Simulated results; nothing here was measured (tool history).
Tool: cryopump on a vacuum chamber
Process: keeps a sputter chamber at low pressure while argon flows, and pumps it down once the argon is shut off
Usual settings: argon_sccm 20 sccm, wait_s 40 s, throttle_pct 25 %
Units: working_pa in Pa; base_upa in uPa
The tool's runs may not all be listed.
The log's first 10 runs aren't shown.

Run 11, hour 532.1: usual settings. Result: working_pa 0.0921 Pa, base_upa 2.51 uPa.
Run 12, hour 584: usual settings but throttle_pct 34 %. Result: working_pa 0.0695 Pa, base_upa 2.54 uPa.
Run 13, hour 662.9: usual settings but wait_s 26 s, throttle_pct 34 %. Result: working_pa 0.069 Pa, base_upa 3.36 uPa.
At hour 693.5: leaking fittings of the chamber tightened, without venting.
Run 14, hour 714.6: usual settings but throttle_pct 59 %. Result: working_pa 0.0445 Pa, base_upa 1.94 uPa.
Run 15, hour 783.4: usual settings but throttle_pct 59 %. Result: working_pa 0.0441 Pa, base_upa 1.95 uPa.
Run 16, hour 822.8: usual settings but throttle_pct 59 %. Result: working_pa 0.0452 Pa, base_upa 1.96 uPa.
Run 17, hour 902.6: usual settings but throttle_pct 59 %. Result: working_pa 0.0453 Pa, base_upa 1.92 uPa.
Run 18, hour 954.7: usual settings but argon_sccm 29 sccm, wait_s 86 s, throttle_pct 17 %. Result: working_pa 0.1966 Pa, base_upa 1.1 uPa.
Run 19, hour 992.3: usual settings but argon_sccm 29 sccm, wait_s 86 s, throttle_pct 17 %. Result: working_pa 0.1972 Pa, base_upa 1.1 uPa.
Run 20, hour 1045: usual settings but wait_s 229 s. Result: working_pa 0.0961 Pa, base_upa 0.67 uPa.
Run 21, hour 1104: usual settings but argon_sccm 39 sccm, wait_s 90 s. Result: working_pa 0.1887 Pa, base_upa 1.09 uPa.
Run 22, hour 1164.5: usual settings but argon_sccm 39 sccm, wait_s 51 s, throttle_pct 29 %. Result: working_pa 0.1656 Pa, base_upa 1.68 uPa.
Run 23, hour 1198.6: usual settings but argon_sccm 39 sccm, wait_s 138 s, throttle_pct 30 %. Result: working_pa 0.161 Pa, base_upa 0.88 uPa.
At hour 1240.8: pump warmed up, emptied and cooled again.
Run 24, hour 1260.3: usual settings but argon_sccm 15 sccm, wait_s 104 s, throttle_pct 52 %. Result: working_pa 0.0325 Pa, base_upa 0.93 uPa.
Run 25, hour 1319.9: usual settings but argon_sccm 30 sccm, wait_s 56 s, throttle_pct 45 %. Result: working_pa 0.0738 Pa, base_upa 1.46 uPa.
Run 26, hour 1380.5: usual settings but argon_sccm 25 sccm, wait_s 74 s, throttle_pct 41 %. Result: working_pa 0.0672 Pa, base_upa 1.18 uPa.
Run 27, hour 1429.9: usual settings but argon_sccm 25 sccm, wait_s 61 s, throttle_pct 41 %. Result: working_pa 0.0678 Pa, base_upa 1.41 uPa.
Run 28, hour 1478: usual settings but wait_s 23 s. Result: working_pa 0.0882 Pa, base_upa 3.21 uPa.
Run 29, hour 1512.4: usual settings but wait_s 23 s. Result: working_pa 0.0877 Pa, base_upa 3.15 uPa.
Run 30, hour 1553.8: usual settings but argon_sccm 18 sccm. Result: working_pa 0.0798 Pa, base_upa 1.94 uPa.
Run 31, hour 1615.3: usual settings but argon_sccm 34 sccm, wait_s 181 s, throttle_pct 16 %. Result: working_pa 0.2326 Pa, base_upa 0.7 uPa.
Run 32, hour 1682.1: usual settings but argon_sccm 39 sccm, wait_s 181 s, throttle_pct 44 %. Result: working_pa 0.1015 Pa, base_upa 0.72 uPa.
Run 33, hour 1762: usual settings but argon_sccm 32 sccm, throttle_pct 41 %. Result: working_pa 0.0893 Pa, base_upa 2.02 uPa.

Forecast each of these 5 alternatives for the next run:
Run A, hour 1802.9: usual settings but throttle_pct 18 %. Result: working_pa ?, base_upa ?.
Run B, hour 1802.9: usual settings but argon_sccm 9 sccm, wait_s 172 s, throttle_pct 33 %. Result: working_pa ?, base_upa ?.
Run C, hour 1802.9: usual settings but argon_sccm 32 sccm, wait_s 50 s, throttle_pct 41 %. Result: working_pa ?, base_upa ?.
Run D, hour 1802.9: usual settings but argon_sccm 32 sccm, wait_s 129 s, throttle_pct 19 %. Result: working_pa ?, base_upa ?.
Run E, hour 1802.9: usual settings but argon_sccm 15 sccm, wait_s 111 s, throttle_pct 51 %. Result: working_pa ?, base_upa ?.

run  working_pa  base_upa
  A      0.1236      1.95
  B      0.0313      0.76
  C      0.0886      1.77
  D       0.188      0.88
  E      0.0341      0.98
Without the tool's hidden state the same runs would have given:
run  working_pa  base_upa
  A      0.1203      1.78
  B      0.0298      0.58
  C      0.0833      1.59
  D      0.1827      0.71
  E      0.0317       0.8

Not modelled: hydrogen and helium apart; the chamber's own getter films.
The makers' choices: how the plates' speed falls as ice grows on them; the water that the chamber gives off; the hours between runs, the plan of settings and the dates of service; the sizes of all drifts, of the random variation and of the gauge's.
